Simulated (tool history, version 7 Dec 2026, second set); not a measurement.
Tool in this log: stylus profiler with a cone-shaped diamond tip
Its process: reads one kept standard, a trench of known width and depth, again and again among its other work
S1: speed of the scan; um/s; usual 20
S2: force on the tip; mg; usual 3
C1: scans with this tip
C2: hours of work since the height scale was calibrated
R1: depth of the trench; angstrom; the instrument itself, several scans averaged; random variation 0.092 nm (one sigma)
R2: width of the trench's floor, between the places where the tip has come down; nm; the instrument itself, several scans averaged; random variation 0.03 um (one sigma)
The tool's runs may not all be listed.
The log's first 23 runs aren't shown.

run	hour	S1	S2	C1	C2	R1	R2
24	243.4	76	3	1579	147	5037.3	26710
25	258.4	76	3	1675	156	5037.1	26810
26	270.5	76	1.4	1753	164	5022.6	26680
27	277	9	1.4	1795	167	5022.5	26950
28	288.3	20	2.49	1868	174	5034.3	26950
29	294.8	20	2.49	1909	178	5034.5	26920
30	304.1	20	2.49	1969	184	5034.2	26900
31	315.2	16	1.28	2041	190	5022.9	26960
32	329.9	55	3	2135	199	5037	26840
33	343.7	20	1.99	2224	207	5029.4	26900
34	351.6	12	2.19	2275	212	5032.3	26900
35	360.1	49	2.43	2329	217	5034.4	26850
36	370.7	29	5.27	2397	224	5056.5	26910
37	385.7	20	6.76	2494	233	5065.8	26960
38	395	8	5.08	2554	238	5053.8	27000
39	405.3	29	2.6	2620	244	5035.4	26910
40	419.3	72	6.23	2710	253	5060.4	26810
41	434.1	72	1.44	2805	262	5024.3	26630
42	445.6	7	4.85	2879	269	5055	27030
43	456.7	5	2.96	2950	275	5038	27000
44	466.3	5	2.27	3012	281	5031.4	26950
45	478.2	78	1	3089	288	5018.6	26560
46	489.5	78	1	3162	295	5017	26510

Branching from run 46: 5 alternative next runs. What would each branch give?
A	504.5	16	1.19	3258	304	?	?
B	504.5	78	1.8	3258	304	?	?
C	504.5	44	3.25	3258	304	?	?
D	504.5	8	1.35	3258	304	?	?
E	504.5	53	1.28	3258	304	?	?

run	R1	R2
A	5020.4	26900
B	5028.3	26640
C	5040.6	26890
D	5022.5	26970
E	5022.9	26740
Stripped of hidden state, with their random variation kept, the same runs would have yielded:
run	R1	R2
A	5020.3	26910
B	5028.2	26650
C	5040.5	26900
D	5022.4	26980
E	5022.8	26750

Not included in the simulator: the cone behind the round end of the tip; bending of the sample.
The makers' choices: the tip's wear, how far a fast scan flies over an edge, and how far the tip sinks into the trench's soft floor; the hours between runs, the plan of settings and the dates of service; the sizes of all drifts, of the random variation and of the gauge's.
